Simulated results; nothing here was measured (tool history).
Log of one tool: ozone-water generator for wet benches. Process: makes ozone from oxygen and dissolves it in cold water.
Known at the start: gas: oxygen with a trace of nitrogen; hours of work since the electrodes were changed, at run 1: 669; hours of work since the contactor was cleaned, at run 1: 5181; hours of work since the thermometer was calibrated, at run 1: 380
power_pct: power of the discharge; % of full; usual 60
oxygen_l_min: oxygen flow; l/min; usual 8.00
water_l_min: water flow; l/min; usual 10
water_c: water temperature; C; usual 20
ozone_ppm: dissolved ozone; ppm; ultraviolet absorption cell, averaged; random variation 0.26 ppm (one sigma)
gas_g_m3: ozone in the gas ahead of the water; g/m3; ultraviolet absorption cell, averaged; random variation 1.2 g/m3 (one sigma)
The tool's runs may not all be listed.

run   hour  power_pct  oxygen_l_min  water_l_min  water_c  hours of work since the electrodes were changed  hours of work since the contactor was cleaned  hours of work since the thermometer was calibrated  ozone_ppm  gas_g_m3
  1    0.0         60          8.00           10       20                                              669                                           5181                                                 380       37.9     214.6
  2   34.5         60          8.00           10       20                                              695                                           5207                                                 406       37.8     213.1
  3   66.4         60          8.00           10       20                                              719                                           5231                                                 430       37.8     214.1
  4  110.2         60          8.00            6       20                                              752                                           5265                                                 463       47.4     211.8
  5  137.9         60          8.00            6       20                                              773                                           5286                                                 484       47.0     212.2
  6  168.6         60          8.00            6       20                                              796                                           5309                                                 507       47.5     214.1
  7  202.5         60          8.00            6       20                                              822                                           5334                                                 533       46.9     215.1
  8  230.2         60          8.00            6       20                                              843                                           5355                                                 554       46.9     213.6
  9  258.8         60          8.00            6       20                                              865                                           5377                                                 575       46.8     213.0
 10  287.2         87          8.00           10       20                                              886                                           5398                                                 597       47.0     266.0
     290.2  -- water thermometer calibrated
 11  310.8         87          8.00           10       20                                              904                                           5416                                                  16       47.1     265.6
 12  335.9         60          8.00           10       13                                              923                                           5435                                                  35       44.4     211.0
 13  376.8         60          8.00           10       20                                              953                                           5466                                                  65       37.7     213.2
 14  418.6         45          9.87           10       13                                              985                                           5498                                                  97       35.0     159.0

Run 15 comes next. What will it give?
 15  471.0         45          9.87           10       13                                             1025                                           5537                                                 137          ?         ?

ozone_ppm: 34.8 ppm
gas_g_m3: 158.3 g/m3
Without the tool's hidden state the same run would have given ozone_ppm 37.2 ppm, gas_g_m3 160.6 g/m3.

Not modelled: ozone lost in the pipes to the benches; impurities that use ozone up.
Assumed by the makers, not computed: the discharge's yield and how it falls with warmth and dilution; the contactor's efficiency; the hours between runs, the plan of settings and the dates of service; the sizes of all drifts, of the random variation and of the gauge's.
